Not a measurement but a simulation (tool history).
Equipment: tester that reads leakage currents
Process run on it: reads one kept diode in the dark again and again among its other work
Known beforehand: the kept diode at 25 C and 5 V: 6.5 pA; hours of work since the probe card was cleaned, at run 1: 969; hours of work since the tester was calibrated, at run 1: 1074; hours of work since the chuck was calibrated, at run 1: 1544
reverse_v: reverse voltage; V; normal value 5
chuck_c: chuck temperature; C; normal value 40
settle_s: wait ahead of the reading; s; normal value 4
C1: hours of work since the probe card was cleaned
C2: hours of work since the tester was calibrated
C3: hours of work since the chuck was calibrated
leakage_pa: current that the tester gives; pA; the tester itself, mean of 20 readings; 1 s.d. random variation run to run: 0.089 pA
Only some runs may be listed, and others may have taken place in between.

Run 1, hour 0: usual settings; C1 969; C2 1074; C3 1544. Result: leakage_pa 24.3 pA.
Run 2, hour 26.9: usual settings but chuck_c 27 C; C1 981; C2 1086; C3 1556. Result: leakage_pa 10.21 pA.
Run 3, hour 86.6: usual settings; C1 1008; C2 1112; C3 1583. Result: leakage_pa 24.47 pA.
Run 4, hour 130.4: usual settings; C1 1027; C2 1132; C3 1602. Result: leakage_pa 24.49 pA.
Run 5, hour 162.5: usual settings; C1 1041; C2 1146; C3 1616. Result: leakage_pa 24.24 pA.
Run 6, hour 212: usual settings; C1 1063; C2 1168; C3 1638. Result: leakage_pa 24.34 pA.
Run 7, hour 253.9: usual settings; C1 1082; C2 1186; C3 1657. Result: leakage_pa 24.32 pA.
Run 8, hour 304.8: usual settings; C1 1104; C2 1209; C3 1679. Result: leakage_pa 24.5 pA.
At hour 357.6: chuck's temperature calibrated.
Run 9, hour 366.2: usual settings but reverse_v 16.52 V; C1 1130; C2 1235; C3 4. Result: leakage_pa 44.86 pA.
Run 10, hour 422: usual settings but reverse_v 16.52 V; C1 1155; C2 1260; C3 28. Result: leakage_pa 45.05 pA.
At hour 450.8: chuck's temperature calibrated, once more.
Run 11, hour 476.4: usual settings; C1 1178; C2 1283; C3 11. Result: leakage_pa 28.92 pA.
Run 12, hour 528: usual settings but chuck_c 28 C, settle_s 1.49 s; C1 1201; C2 1306; C3 34. Result: leakage_pa 13.27 pA.
Run 13, hour 581.4: usual settings but chuck_c 28 C, settle_s 1.49 s; C1 1225; C2 1329; C3 58. Result: leakage_pa 13.15 pA.
Run 14, hour 607.6: usual settings but reverse_v 1.7 V, chuck_c 49 C, settle_s 3.46 s; C1 1236; C2 1341; C3 69. Result: leakage_pa 33.41 pA.
Run 15, hour 668.8: usual settings but reverse_v 1.7 V, chuck_c 49 C, settle_s 3.46 s; C1 1263; C2 1368; C3 96. Result: leakage_pa 33.19 pA.
Run 16, hour 717.5: usual settings but reverse_v 2.62 V, chuck_c 47 C, settle_s 0.37 s; C1 1285; C2 1390; C3 118. Result: leakage_pa 35.61 pA.
Run 17, hour 773.3: usual settings but reverse_v 5.41 V, chuck_c 51 C, settle_s 0.55 s; C1 1310; C2 1414; C3 143. Result: leakage_pa 66.85 pA.
Run 18, hour 800.7: usual settings but reverse_v 4.64 V, chuck_c 51 C, settle_s 1.16 s; C1 1322; C2 1426; C3 155. Result: leakage_pa 61.6 pA.
Run 19, hour 847.1: usual settings but reverse_v 7.46 V, chuck_c 41 C, settle_s 0.34 s; C1 1342; C2 1447; C3 175. Result: leakage_pa 39.95 pA.
Run 20, hour 907.2: usual settings but reverse_v 17.89 V, chuck_c 53 C, settle_s 9.52 s; C1 1369; C2 1473; C3 202. Result: leakage_pa 137.27 pA.
Run 21, hour 950.6: usual settings but chuck_c 58 C, settle_s 1.46 s; C1 1388; C2 1493; C3 221. Result: leakage_pa 104.98 pA.

Alternative continuations, all from the tool just after run 21; predict every row:
Run A, hour 1011.8: usual settings but chuck_c 58 C, settle_s 3.86 s; C1 1415; C2 1520; C3 248. Result: leakage_pa ?.
Run B, hour 1011.8: usual settings but reverse_v 3.32 V; C1 1415; C2 1520; C3 248. Result: leakage_pa ?.
Run C, hour 1011.8: usual settings but chuck_c 36 C, settle_s 1.46 s; C1 1415; C2 1520; C3 248. Result: leakage_pa ?.
Run D, hour 1011.8: usual settings but chuck_c 58 C, settle_s 1.46 s; C1 1415; C2 1520; C3 248. Result: leakage_pa ?.

run  leakage_pa
  A      105.03
  B       23.49
  C       22.37
  D      105.02
With no hidden state in the tool, these same runs would have given:
run  leakage_pa
  A      101.54
  B       20.48
  C       17.62
  D      101.54

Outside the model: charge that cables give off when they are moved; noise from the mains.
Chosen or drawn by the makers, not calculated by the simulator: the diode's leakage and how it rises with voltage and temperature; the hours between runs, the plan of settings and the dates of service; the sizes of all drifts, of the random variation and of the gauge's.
